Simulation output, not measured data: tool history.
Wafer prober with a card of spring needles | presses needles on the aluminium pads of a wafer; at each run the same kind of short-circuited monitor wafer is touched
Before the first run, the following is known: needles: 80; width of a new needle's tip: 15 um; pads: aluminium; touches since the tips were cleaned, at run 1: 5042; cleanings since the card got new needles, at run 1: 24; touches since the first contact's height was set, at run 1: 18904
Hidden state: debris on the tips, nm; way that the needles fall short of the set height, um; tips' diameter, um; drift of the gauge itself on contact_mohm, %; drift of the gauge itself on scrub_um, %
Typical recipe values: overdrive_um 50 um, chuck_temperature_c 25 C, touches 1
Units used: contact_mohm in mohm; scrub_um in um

run,day,overdrive_um,chuck_temperature_c,touches,touches since the tips were cleaned,cleanings since the card got new needles,touches since the first contact's height was set,contact_mohm,scrub_um
1,0.000,50,25,1,5042,24,18904,463,6.71
# day 0.583: tips cleaned on abrasive film
# day 1.862: tips cleaned on abrasive film
2,1.862,50,25,1,0,26,31141,210,6.65
# day 3.200: tips cleaned on abrasive film
# day 4.542: tips cleaned on abrasive film
3,4.742,50,25,1,1312,28,50093,332,6.62
# day 5.858: tips cleaned on abrasive film
4,5.962,50,25,2,697,29,58126,249,6.61
# day 6.958: height of the first contact set anew
# day 7.104: tips cleaned on abrasive film
5,8.196,70,25,1,7193,30,8155,341,9.29
# day 8.321: tips cleaned on abrasive film
# day 9.575: tips cleaned on abrasive film
# day 10.921: tips cleaned on abrasive film
6,11.150,70,25,1,1501,33,27563,265,9.22
# day 12.238: tips cleaned on abrasive film
7,12.654,70,25,1,2735,34,37466,295,9.22
# day 13.483: tips cleaned on abrasive film
8,14.246,50,25,1,5018,35,47936,461,6.51
# day 14.721: tips cleaned on abrasive film
# day 15.217: height of the first contact set anew, once more
# day 15.967: tips cleaned on abrasive film
9,16.696,50,25,1,4808,37,9733,444,6.66
# day 17.258: tips cleaned on abrasive film
# day 18.488: tips cleaned on abrasive film
10,18.488,50,71,1,0,39,21483,231,6.66
# day 19.696: tips cleaned on abrasive film
11,20.171,50,71,1,3139,40,32592,421,6.61
# day 21.012: tips cleaned on abrasive film
12,22.042,50,71,1,6810,41,44908,475,6.64
# day 22.233: tips cleaned on abrasive film
# day 23.592: tips cleaned on abrasive film
13,24.746,50,71,1,7619,43,62702,479,6.61
# day 24.912: tips cleaned on abrasive film
# day 25.150: height of the first contact set anew
# day 26.133: tips cleaned on abrasive film
14,26.554,50,71,1,2755,45,9228,399,6.68
# day 27.438: tips cleaned on abrasive film
15,28.492,50,71,1,6954,46,21990,473,6.65
# day 28.712: tips cleaned on abrasive film
# day 30.050: tips cleaned on abrasive film
16,30.417,50,25,1,2424,48,34656,400,6.62
# day 31.438: tips cleaned on abrasive film
17,32.183,50,25,1,4920,49,46291,476,6.61
# day 32.725: tips cleaned on abrasive film
18,33.421,48,25,1,4585,50,54423,472,6.33
# day 33.946: tips cleaned on abrasive film
19,34.621,48,25,1,4468,51,62321,500,6.35
# day 35.050: height of the first contact set anew
# day 35.200: tips cleaned on abrasive film
# day 36.483: tips cleaned on abrasive film
20,36.896,31,25,1,2724,53,12138,753,4.13
# day 37.738: tips cleaned on abrasive film
21,38.571,31,25,1,5486,54,23163,917,4.11
# day 38.971: tips cleaned on abrasive film
# day 40.233: tips cleaned on abrasive film
22,40.729,50,88,2,3263,56,37353,344,6.60
# day 41.496: tips cleaned on abrasive film
23,42.554,50,88,2,6978,57,49363,377,6.62
# day 42.754: tips cleaned on abrasive film
# day 44.100: tips cleaned on abrasive film
24,44.546,42,27,1,2936,59,62463,537,5.54
# day 45.021: height of the first contact set anew
# day 45.388: tips cleaned on abrasive film
# day 46.596: tips cleaned on abrasive film
25,46.721,42,47,2,835,61,11174,291,5.62
# day 47.817: tips cleaned on abrasive film
# day 49.142: tips cleaned on abrasive film
26,49.450,42,47,2,2042,63,29134,343,5.54
# day 50.496: tips cleaned on abrasive film
# day 51.838: tips cleaned on abrasive film
27,52.358,41,112,1,3435,65,48285,565,5.46
# day 53.117: tips cleaned on abrasive film
# day 54.533: tips cleaned on abrasive film
# day 54.762: height of the first contact set anew
28,55.142,41,112,1,3947,67,2519,571,5.47
# day 55.912: tips cleaned on abrasive film
# day 57.179: tips cleaned on abrasive film
29,57.350,41,112,1,1139,69,17032,365,5.46
# day 58.462: tips cleaned on abrasive film
30,58.833,31,29,2,2465,70,26801,544,4.11
# day 59.846: tips cleaned on abrasive film
31,60.817,31,29,2,6419,71,39861,670,4.09

Per-run results on a tool with no hidden state, each run keeping its own random variation:
run,contact_mohm,scrub_um
1,188,6.73
2,183,6.70
3,183,6.68
4,184,6.69
5,178,9.39
6,178,9.36
7,179,9.38
8,184,6.68
9,184,6.67
10,196,6.69
11,198,6.66
12,198,6.71
13,194,6.70
14,197,6.69
15,196,6.68
16,186,6.68
17,187,6.67
18,183,6.41
19,188,6.44
20,196,4.15
21,198,4.14
22,202,6.66
23,202,6.69
24,187,5.64
25,193,5.65
26,192,5.59
27,210,5.54
28,211,5.47
29,212,5.49
30,199,4.15
31,196,4.14

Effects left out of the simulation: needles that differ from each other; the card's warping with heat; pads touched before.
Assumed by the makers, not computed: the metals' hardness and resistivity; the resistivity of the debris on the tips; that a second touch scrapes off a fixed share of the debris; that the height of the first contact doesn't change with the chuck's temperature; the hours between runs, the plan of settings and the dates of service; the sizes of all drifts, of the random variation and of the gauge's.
